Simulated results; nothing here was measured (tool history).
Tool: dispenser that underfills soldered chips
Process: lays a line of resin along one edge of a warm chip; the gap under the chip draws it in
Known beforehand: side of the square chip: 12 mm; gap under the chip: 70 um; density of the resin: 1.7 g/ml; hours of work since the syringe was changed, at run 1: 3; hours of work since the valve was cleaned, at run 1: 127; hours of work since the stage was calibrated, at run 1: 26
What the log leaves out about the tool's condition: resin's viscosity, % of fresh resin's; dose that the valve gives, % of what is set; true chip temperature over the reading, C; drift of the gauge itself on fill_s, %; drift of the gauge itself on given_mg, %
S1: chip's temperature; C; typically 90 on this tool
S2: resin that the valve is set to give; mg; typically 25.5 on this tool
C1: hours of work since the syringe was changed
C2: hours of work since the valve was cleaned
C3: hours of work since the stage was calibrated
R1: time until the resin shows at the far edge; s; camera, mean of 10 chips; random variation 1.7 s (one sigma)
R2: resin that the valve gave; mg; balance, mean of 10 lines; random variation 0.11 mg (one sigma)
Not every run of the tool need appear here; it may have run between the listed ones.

Run 1, hour 0.0: usual settings; C1 3; C2 127; C3 26. Result: R1 191.3 s, R2 22.48 mg.
At hour 5.0: new syringe of resin.
At hour 6.8: dispensing valve cleaned and set on the balance.
At hour 17.3: new syringe of resin.
Run 2, hour 17.4: usual settings; C1 0; C2 6; C3 36. Result: R1 163.4 s, R2 25.29 mg.
At hour 27.5: new syringe of resin.
Run 3, hour 31.2: usual settings; C1 2; C2 15; C3 44. Result: R1 178.7 s, R2 25.50 mg.
At hour 37.9: new syringe of resin.
Run 4, hour 39.3: usual settings but S1 91 C; C1 1; C2 20; C3 49. Result: R1 163.2 s, R2 24.86 mg.
At hour 47.9: new syringe of resin.
Run 5, hour 53.2: usual settings but S1 91 C; C1 3; C2 28; C3 58. Result: R1 181.6 s, R2 24.94 mg.
At hour 59.0: new syringe of resin.
Run 6, hour 65.7: usual settings but S1 91 C; C1 4; C2 36; C3 65. Result: R1 186.8 s, R2 24.93 mg.
At hour 69.0: new syringe of resin.
At hour 79.8: new syringe of resin.
Run 7, hour 82.2: usual settings but S1 103 C; C1 2; C2 46; C3 75. Result: R1 122.6 s, R2 24.61 mg.
At hour 90.6: new syringe of resin.
Run 8, hour 92.5: usual settings; C1 1; C2 52; C3 82. Result: R1 177.5 s, R2 24.45 mg.
At hour 100.7: new syringe of resin.
Run 9, hour 103.8: usual settings; C1 2; C2 59; C3 89. Result: R1 177.3 s, R2 24.27 mg.
At hour 111.3: new syringe of resin.
Run 10, hour 117.3: usual settings; C1 4; C2 67; C3 97. Result: R1 191.7 s, R2 24.06 mg.
At hour 121.6: new syringe of resin.
Run 11, hour 130.2: usual settings but S2 28.2 mg; C1 5; C2 75; C3 105. Result: R1 199.4 s, R2 26.41 mg.
At hour 132.0: new syringe of resin.
At hour 142.3: new syringe of resin.
Run 12, hour 145.7: usual settings but S2 28.2 mg; C1 2; C2 85; C3 114. Result: R1 181.9 s, R2 26.23 mg.
At hour 152.6: new syringe of resin.
Run 13, hour 152.6: usual settings but S2 28.2 mg; C1 0; C2 89; C3 118. Result: R1 161.2 s, R2 26.06 mg.
At hour 162.7: new syringe of resin.
Run 14, hour 166.3: usual settings but S2 28.2 mg; C1 2; C2 97; C3 127. Result: R1 183.5 s, R2 25.93 mg.
At hour 173.4: new syringe of resin.
Run 15, hour 179.5: usual settings; C1 4; C2 105; C3 135. Result: R1 187.8 s, R2 23.25 mg.
At hour 183.6: new syringe of resin.
Run 16, hour 192.3: usual settings; C1 5; C2 113; C3 143. Result: R1 206.7 s, R2 22.91 mg.
At hour 193.8: new syringe of resin.
Run 17, hour 199.4: usual settings; C1 4; C2 117; C3 147. Result: R1 191.1 s, R2 22.68 mg.
At hour 205.0: new syringe of resin.
Run 18, hour 213.3: usual settings but S1 99 C, S2 31.2 mg; C1 5; C2 126; C3 155. Result: R1 155.1 s, R2 27.79 mg.
At hour 215.5: new syringe of resin.
At hour 220.7: dispensing valve cleaned and set on the balance.
At hour 226.8: new syringe of resin.
Run 19, hour 231.1: usual settings but S1 99 C, S2 31.2 mg; C1 3; C2 6; C3 166. Result: R1 142.1 s, R2 31.12 mg.
At hour 237.6: new syringe of resin.
Run 20, hour 243.5: usual settings but S1 94 C, S2 22.2 mg; C1 4; C2 14; C3 173. Result: R1 181.3 s, R2 22.07 mg.
At hour 248.4: new syringe of resin.
Run 21, hour 256.2: usual settings but S1 94 C, S2 22.2 mg; C1 5; C2 22; C3 181. Result: R1 181.9 s, R2 21.69 mg.
At hour 258.5: new syringe of resin.
At hour 269.6: new syringe of resin.
Run 22, hour 271.3: usual settings but S1 94 C, S2 22.2 mg; C1 1; C2 31; C3 190. Result: R1 161.6 s, R2 21.50 mg.
Run 23, hour 278.3: usual settings but S1 94 C, S2 22.2 mg; C1 5; C2 35; C3 194. Result: R1 184.5 s, R2 21.50 mg.
At hour 280.4: new syringe of resin.
Run 24, hour 286.1: usual settings but S1 98 C; C1 4; C2 40; C3 199. Result: R1 148.4 s, R2 24.55 mg.
At hour 291.1: new syringe of resin.
At hour 301.2: new syringe of resin.
Run 25, hour 302.9: usual settings but S1 100 C, S2 25.2 mg; C1 1; C2 50; C3 209. Result: R1 129.5 s, R2 24.10 mg.
At hour 312.1: new syringe of resin.
Run 26, hour 314.5: usual settings but S1 100 C, S2 25.2 mg; C1 1; C2 57; C3 216. Result: R1 133.4 s, R2 23.94 mg.
At hour 322.2: new syringe of resin.
Run 27, hour 331.1: usual settings but S1 87 C, S2 21.9 mg; C1 6; C2 67; C3 227. Result: R1 238.2 s, R2 20.44 mg.
At hour 332.6: new syringe of resin.
Run 28, hour 342.2: usual settings but S1 88 C, S2 27.9 mg; C1 6; C2 74; C3 233. Result: R1 220.0 s, R2 25.99 mg.
At hour 344.0: new syringe of resin.
Run 29, hour 349.8: usual settings but S1 88 C, S2 27.9 mg; C1 4; C2 79; C3 238. Result: R1 194.8 s, R2 25.93 mg.
At hour 354.2: new syringe of resin.
Run 30, hour 358.0: usual settings but S1 93 C, S2 21.9 mg; C1 2; C2 84; C3 243. Result: R1 174.4 s, R2 20.29 mg.
At hour 364.7: new syringe of resin.
Run 31, hour 367.6: usual settings but S1 86 C, S2 21.9 mg; C1 2; C2 89; C3 249. Result: R1 209.6 s, R2 20.20 mg.
At hour 375.0: new syringe of resin.
Run 32, hour 381.0: usual settings but S1 95 C, S2 32.0 mg; C1 4; C2 98; C3 257. Result: R1 160.5 s, R2 29.19 mg.
At hour 385.6: new syringe of resin.
Run 33, hour 393.0: usual settings but S1 95 C, S2 32.0 mg; C1 5; C2 105; C3 264. Result: R1 168.1 s, R2 29.18 mg.

Alternative continuations, all from the tool just after run 33; predict every row:
At hour 395.6: new syringe of resin.
Run A, hour 404.3: usual settings but S2 32.0 mg; C1 5; C2 112; C3 271. Result: R1 ?, R2 ?.
At hour 395.6: new syringe of resin.
Run B, hour 404.3: usual settings but S1 85 C, S2 21.9 mg; C1 5; C2 112; C3 271. Result: R1 ?, R2 ?.
At hour 395.6: new syringe of resin.
Run C, hour 404.3: usual settings but S1 103 C, S2 24.7 mg; C1 5; C2 112; C3 271. Result: R1 ?, R2 ?.
At hour 395.6: new syringe of resin.
Run D, hour 404.3: usual settings but S1 95 C, S2 30.8 mg; C1 5; C2 112; C3 271. Result: R1 ?, R2 ?.
At hour 395.6: new syringe of resin.
Run E, hour 404.3: usual settings but S1 78 C, S2 22.6 mg; C1 5; C2 112; C3 271. Result: R1 ?, R2 ?.

run     R1     R2
  A  203.6  28.76
  B  254.6  19.81
  C  144.4  22.27
  D  171.3  27.55
  E  311.4  20.41
Take away the tool's hidden state, keep each run's random variation, and the runs would have read:
run     R1     R2
  A  163.6  31.95
  B  197.6  22.00
  C  114.0  24.75
  D  137.4  30.61
  E  242.8  22.67
